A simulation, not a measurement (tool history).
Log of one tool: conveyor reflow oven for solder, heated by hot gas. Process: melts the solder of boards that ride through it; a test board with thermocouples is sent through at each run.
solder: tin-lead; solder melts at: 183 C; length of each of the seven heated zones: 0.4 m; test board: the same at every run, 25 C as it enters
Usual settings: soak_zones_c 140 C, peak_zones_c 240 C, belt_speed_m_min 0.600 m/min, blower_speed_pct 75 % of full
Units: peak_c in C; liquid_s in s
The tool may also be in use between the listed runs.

run,hour,soak_zones_c,peak_zones_c,belt_speed_m_min,blower_speed_pct,peak_c,liquid_s
1,0.0,140,240,0.600,75,215.0,57.3
2,7.8,140,240,0.600,75,214.9,57.0
3,17.6,140,251,0.600,75,223.0,64.4
4,25.3,140,251,0.600,75,223.0,63.9
# hour 30.8: flux residue cleaned out of gas plates and filters
5,40.3,140,240,0.600,75,213.8,56.4
6,46.2,140,240,0.600,75,213.9,56.0
7,57.2,140,240,0.600,75,214.0,56.3
8,63.5,140,240,0.600,75,213.5,55.8
9,71.7,152,248,0.569,75,225.0,74.5
10,77.6,152,248,0.556,75,225.6,77.0
# hour 89.6: flux residue cleaned out of gas plates and filters, once more
11,93.0,152,248,0.556,75,229.7,79.6
12,101.3,140,240,0.681,75,213.2,49.2
13,110.7,140,240,0.644,75,215.6,54.1
14,121.6,140,240,0.644,75,215.3,54.0
15,129.7,143,240,0.487,55,218.1,75.5

4 ways to go on from here, each from the tool as it stands after run 15. What would each give?
A,134.8,134,240,0.655,72,?,?
B,134.8,130,240,0.600,75,?,?
C,134.8,140,240,0.600,86,?,?
D,134.8,140,231,0.533,75,?,?

run,peak_c,liquid_s
A,212.0,47.3
B,215.7,55.3
C,221.0,63.7
D,213.9,65.7
Without the tool's hidden state the same runs would have given:
run,peak_c,liquid_s
A,213.1,48.1
B,216.8,56.0
C,222.2,64.3
D,215.0,66.5
